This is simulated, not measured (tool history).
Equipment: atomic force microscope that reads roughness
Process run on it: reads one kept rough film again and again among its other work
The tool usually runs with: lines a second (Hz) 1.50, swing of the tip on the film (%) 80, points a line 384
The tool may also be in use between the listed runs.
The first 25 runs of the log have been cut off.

run	hour	lines a second (Hz)	swing of the tip on the film (%)	points a line	roughness of the kept film (nm (root mean square))
# hour 1077.4: new tip fitted
26	1080.1	1.50	87	319	0.998
27	1118.6	1.50	87	319	0.995
28	1167.8	1.08	80	277	1.015
29	1227.9	1.08	80	277	1.024
# hour 1251.8: new tip fitted
30	1290.9	1.08	80	277	1.024
31	1319.1	1.49	60	356	1.069
32	1376.6	1.49	60	356	1.071
33	1413.8	1.49	60	356	1.068
# hour 1429.4: new tip fitted
34	1444.5	1.49	60	356	1.076
35	1480.0	1.49	60	331	1.066
36	1525.3	1.49	60	331	1.066
37	1556.5	1.49	60	331	1.059
# hour 1606.1: new tip fitted
38	1611.1	1.62	75	618	1.058
39	1663.7	1.62	63	702	1.076
40	1705.3	0.68	80	384	1.047
41	1744.5	1.50	71	384	1.054
# hour 1784.3: new tip fitted
42	1794.6	1.50	61	365	1.067
43	1829.1	1.50	61	365	1.062
44	1863.3	0.62	87	384	1.051
45	1909.5	1.64	85	361	0.992
# hour 1960.4: new tip fitted
46	1963.5	3.29	64	316	1.035

Branching from run 46: 3 alternative next runs. What would each branch give?
A	2024.3	1.50	61	471	?
B	2024.3	3.29	64	637	?
C	2024.3	3.29	73	316	?

run	roughness of the kept film (nm (root mean square))
A	1.080
B	1.042
C	0.984
Take away the tool's hidden state, keep each run's random variation, and the runs would have read:
run	roughness of the kept film (nm (root mean square))
A	1.083
B	1.044
C	0.986
